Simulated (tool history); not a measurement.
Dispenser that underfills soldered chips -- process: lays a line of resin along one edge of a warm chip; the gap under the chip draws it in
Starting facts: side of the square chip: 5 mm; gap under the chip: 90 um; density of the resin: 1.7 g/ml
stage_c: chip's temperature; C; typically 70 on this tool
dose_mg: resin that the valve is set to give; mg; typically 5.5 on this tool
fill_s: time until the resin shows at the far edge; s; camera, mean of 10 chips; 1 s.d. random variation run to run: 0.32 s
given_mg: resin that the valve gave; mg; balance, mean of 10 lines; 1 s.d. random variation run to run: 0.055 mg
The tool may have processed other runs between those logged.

| run | hour | stage_c | dose_mg | fill_s | given_mg |
|---|---|---|---|---|---|
| 1 | 0 | 70 | 5.5 | 13.2 | 5.46 |
| 2 | 4.8 | 83 | 5.5 | 8.5 | 5.46 |
|  | 7 | new syringe of resin |
| 3 | 8.2 | 83 | 5.5 | 6.2 | 5.44 |
| 4 | 13.3 | 70 | 5.5 | 16.8 | 5.53 |
|  | 14.7 | new syringe of resin |
| 5 | 16.7 | 83 | 5.5 | 7.3 | 5.45 |
| 6 | 19.6 | 70 | 5.24 | 16 | 5.16 |
|  | 22.2 | new syringe of resin |
| 7 | 23 | 70 | 4.71 | 13.3 | 4.58 |
| 8 | 27.5 | 70 | 4.71 | 17.6 | 4.63 |
|  | 29.7 | new syringe of resin |
| 9 | 32.4 | 70 | 6.31 | 13.5 | 6.24 |
| 10 | 35.1 | 70 | 6.31 | 15.2 | 6.13 |
|  | 37.5 | new syringe of resin |
| 11 | 40.2 | 70 | 6.31 | 12.8 | 6.19 |
| 12 | 43.1 | 70 | 6.31 | 16.3 | 6.13 |
|  | 45.1 | new syringe of resin |
| 13 | 48 | 70 | 6.31 | 14.1 | 6.06 |
| 14 | 50.7 | 70 | 6.16 | 16.6 | 6.02 |
|  | 52.7 | new syringe of resin |
| 15 | 53.8 | 70 | 6.16 | 13.2 | 5.85 |
| 16 | 57.6 | 70 | 6.16 | 15.3 | 5.94 |
|  | 60.2 | new syringe of resin |
| 17 | 63.1 | 67 | 6.16 | 16.5 | 5.88 |
| 18 | 65.6 | 67 | 6.16 | 18.9 | 5.87 |
|  | 68 | new syringe of resin |
| 19 | 70 | 73 | 5.5 | 11.9 | 5.32 |
| 20 | 72.8 | 76 | 5.35 | 11.5 | 5.09 |
| 21 | 75.1 | 70 | 5.63 | 17.9 | 5.24 |
|  | 75.8 | new syringe of resin |
| 22 | 80.1 | 70 | 5.99 | 15.1 | 5.66 |
|  | 83.3 | new syringe of resin |
| 23 | 83.3 | 70 | 5.99 | 11.9 | 5.64 |
| 24 | 87.1 | 66 | 5.12 | 18.9 | 4.88 |
| 25 | 90.1 | 75 | 5.29 | 13.5 | 4.96 |
|  | 91.2 | new syringe of resin |
| 26 | 95.1 | 75 | 6.95 | 11.2 | 6.49 |
|  | 98.8 | new syringe of resin |
| 27 | 98.8 | 59 | 6.47 | 21.6 | 6.1 |
| 28 | 103.6 | 59 | 6.47 | 28.6 | 5.97 |
|  | 106.4 | new syringe of resin |
| 29 | 106.4 | 84 | 5.5 | 6 | 5.05 |
| 30 | 109.3 | 74 | 6.09 | 11.8 | 5.6 |
| 31 | 112.7 | 60 | 5.86 | 29.7 | 5.46 |
|  | 114.2 | new syringe of resin |
| 32 | 117.4 | 80 | 5.54 | 9.3 | 5.04 |
| 33 | 121 | 74 | 5.93 | 15.1 | 5.44 |
|  | 121.7 | new syringe of resin |
| 34 | 126 | 78 | 6.98 | 9.3 | 6.34 |
| 35 | 128.3 | 71 | 5.19 | 16.9 | 4.67 |

Pick out some run-to-run changes in fill_s. Of each, how much would a tool without hidden state show as well, from the settings, what came in and chance, and how much is left for the hidden state and any gauge scatter not in both results compared?
Unlogged tool condition in this case: resin's viscosity, % of fresh resin's; dose that the valve gives, % of what is set; true chip temperature over the reading, C; drift of the gauge itself on fill_s, %; drift of the gauge itself on given_mg, %.
Run 28 -> 29: stage_c 59 -> 84, dose_mg 6.47 -> 5.5, new syringe of resin. fill_s -22.6 s: hidden state -7.2, all else -15.4.
Run 30 -> 31: stage_c 74 -> 60, dose_mg 6.09 -> 5.86. fill_s +17.9 s: hidden state +7.4, all else +10.5.
Run 31 -> 32: stage_c 60 -> 80, dose_mg 5.86 -> 5.54, new syringe of resin. fill_s -20.4 s: hidden state -7.8, all else -12.6.
